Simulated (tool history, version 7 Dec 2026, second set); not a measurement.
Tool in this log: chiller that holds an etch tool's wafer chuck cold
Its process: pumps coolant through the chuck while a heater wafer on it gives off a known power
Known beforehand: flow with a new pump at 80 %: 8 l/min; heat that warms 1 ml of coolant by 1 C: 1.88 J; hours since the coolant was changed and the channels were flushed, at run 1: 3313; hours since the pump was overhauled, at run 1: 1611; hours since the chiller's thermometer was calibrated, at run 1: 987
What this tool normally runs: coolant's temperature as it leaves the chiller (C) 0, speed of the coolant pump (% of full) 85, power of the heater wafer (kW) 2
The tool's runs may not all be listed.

| run | hour | coolant's temperature as it leaves the chiller (C) | speed of the coolant pump (% of full) | power of the heater wafer (kW) | hours since the coolant was changed and the channels were flushed | hours since the pump was overhauled | hours since the chiller's thermometer was calibrated | chuck's temperature once it has settled (C) | how much warmer the coolant comes back (C) |
|---|---|---|---|---|---|---|---|---|---|
| 1 | 0 | 0 | 85 | 2 | 3313 | 1611 | 987 | 17 | 7.79 |
| 2 | 48.3 | 0 | 85 | 2 | 3362 | 1660 | 1035 | 17.2 | 7.85 |
| 3 | 98.4 | 0 | 85 | 2 | 3412 | 1710 | 1085 | 17.1 | 7.83 |
| 4 | 154.7 | 0 | 85 | 2 | 3468 | 1766 | 1141 | 17.4 | 7.89 |
| 5 | 202.9 | 0 | 85 | 1.087 | 3516 | 1814 | 1189 | 9.2 | 4.27 |
| 6 | 273 | 0 | 85 | 2.452 | 3586 | 1884 | 1260 | 21.2 | 9.71 |
| 7 | 308.4 | 0 | 85 | 2.452 | 3622 | 1920 | 1295 | 21.3 | 9.7 |
| 8 | 377.5 | 0 | 85 | 2.452 | 3691 | 1989 | 1364 | 21.5 | 9.7 |
| 9 | 411 | 6 | 85 | 1.668 | 3724 | 2022 | 1398 | 20.4 | 6.58 |
| 10 | 463.4 | 6 | 85 | 1.668 | 3777 | 2075 | 1450 | 20.4 | 6.6 |
| 11 | 499.3 | 0 | 85 | 1.238 | 3813 | 2111 | 1486 | 10.8 | 4.95 |
| 12 | 563.7 | 0 | 85 | 1.238 | 3877 | 2175 | 1550 | 10.6 | 4.93 |
| 13 | 594.3 | 0 | 64 | 1.502 | 3908 | 2206 | 1581 | 16.7 | 8.05 |
| 14 | 641.2 | -8 | 83 | 1.828 | 3955 | 2252 | 1628 | 8.3 | 7.49 |

Forecast each of these 3 alternatives for the next run:
| A | 672.9 | 0 | 85 | 1.867 | 3986 | 2284 | 1660 | ? | ? |
| B | 672.9 | 1 | 85 | 2 | 3986 | 2284 | 1660 | ? | ? |
| C | 672.9 | -8 | 88 | 1.81 | 3986 | 2284 | 1660 | ? | ? |

| run | chuck's temperature once it has settled (C) | how much warmer the coolant comes back (C) |
|---|---|---|
| A | 16.2 | 7.45 |
| B | 18.4 | 7.95 |
| C | 7.3 | 6.98 |
The same runs, with their run-to-run variation unchanged, on a tool lacking any hidden condition would have given:
| run | chuck's temperature once it has settled (C) | how much warmer the coolant comes back (C) |
|---|---|---|
| A | 14.4 | 6.97 |
| B | 16.4 | 7.44 |
| C | 5.5 | 6.53 |

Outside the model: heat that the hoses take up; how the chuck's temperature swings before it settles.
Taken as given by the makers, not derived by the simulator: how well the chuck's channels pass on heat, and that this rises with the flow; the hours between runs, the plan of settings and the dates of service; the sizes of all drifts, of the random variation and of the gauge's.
